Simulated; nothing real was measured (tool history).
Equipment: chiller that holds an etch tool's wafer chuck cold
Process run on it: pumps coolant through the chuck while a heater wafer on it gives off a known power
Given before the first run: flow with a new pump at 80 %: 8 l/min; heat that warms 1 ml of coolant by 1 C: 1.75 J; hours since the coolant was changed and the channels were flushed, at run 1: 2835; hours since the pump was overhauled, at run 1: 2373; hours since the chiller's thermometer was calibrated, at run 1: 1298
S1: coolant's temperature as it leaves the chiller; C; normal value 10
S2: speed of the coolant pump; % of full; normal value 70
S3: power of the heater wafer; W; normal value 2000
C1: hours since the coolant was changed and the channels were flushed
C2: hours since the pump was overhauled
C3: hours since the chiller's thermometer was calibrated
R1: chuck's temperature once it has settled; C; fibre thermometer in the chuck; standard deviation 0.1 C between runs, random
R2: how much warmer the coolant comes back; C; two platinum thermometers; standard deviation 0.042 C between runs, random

Run 1, hour 0: usual settings; C1 2835; C2 2373; C3 1298. Result: R1 34.9 C, R2 9.75 C.
Run 2, hour 94.8: usual settings but S1 4 C; C1 2929; C2 2468; C3 1393. Result: R1 28.9 C, R2 9.82 C.
Run 3, hour 202.1: usual settings but S1 12 C; C1 3037; C2 2575; C3 1500. Result: R1 37 C, R2 9.8 C.
Run 4, hour 285.3: usual settings but S1 12 C; C1 3120; C2 2658; C3 1583. Result: R1 36.9 C, R2 9.9 C.
Run 5, hour 337.9: usual settings; C1 3172; C2 2711; C3 1636. Result: R1 35 C, R2 9.92 C.
Run 6, hour 445.8: usual settings; C1 3280; C2 2819; C3 1744. Result: R1 35 C, R2 9.89 C.
Run 7, hour 550.6: usual settings; C1 3385; C2 2924; C3 1849. Result: R1 34.7 C, R2 9.86 C.
Run 8, hour 603.3: usual settings; C1 3438; C2 2976; C3 1901. Result: R1 34.8 C, R2 9.9 C.
Run 9, hour 712.9: usual settings but S1 5 C; C1 3548; C2 3086; C3 2011. Result: R1 29.9 C, R2 9.93 C.
Run 10, hour 799.6: usual settings but S1 5 C; C1 3634; C2 3173; C3 2098. Result: R1 29.9 C, R2 9.91 C.
Run 11, hour 882.4: usual settings but S1 9 C, S3 1636 W; C1 3717; C2 3255; C3 2180. Result: R1 29.4 C, R2 8.1 C.
Run 12, hour 955.5: usual settings but S1 9 C, S3 1636 W; C1 3790; C2 3329; C3 2254. Result: R1 29.5 C, R2 8.16 C.
Run 13, hour 1061.6: usual settings but S1 15 C, S2 82 % of full, S3 1686 W; C1 3896; C2 3435; C3 2360. Result: R1 33.3 C, R2 7.12 C.
Run 14, hour 1129.7: usual settings but S2 89 % of full, S3 2436 W; C1 3964; C2 3503; C3 2428. Result: R1 34.8 C, R2 9.42 C.
Run 15, hour 1218.4: usual settings but S1 1 C, S2 89 % of full, S3 2718 W; C1 4053; C2 3591; C3 2516. Result: R1 28.5 C, R2 10.57 C.

4 options for the next run, each taken on its own from the tool as it stands now. Forecast them:
Run A, hour 1280.5: usual settings but S2 62 % of full; C1 4115; C2 3654; C3 2579. Result: R1 ?, R2 ?.
Run B, hour 1280.5: usual settings but S3 2352 W; C1 4115; C2 3654; C3 2579. Result: R1 ?, R2 ?.
Run C, hour 1280.5: usual settings but S1 5 C; C1 4115; C2 3654; C3 2579. Result: R1 ?, R2 ?.
Run D, hour 1280.5: usual settings but S1 1 C, S2 77 % of full, S3 1390 W; C1 4115; C2 3654; C3 2579. Result: R1 ?, R2 ?.

run    R1     R2
  A  37.6  11.25
  B  39.1  11.66
  C    30   9.91
  D  16.6   6.29
Stripped of hidden state, with their random variation kept, the same runs would have yielded:
run    R1     R2
  A  37.6  11.16
  B  39.1  11.57
  C    30   9.82
  D  16.6   6.19
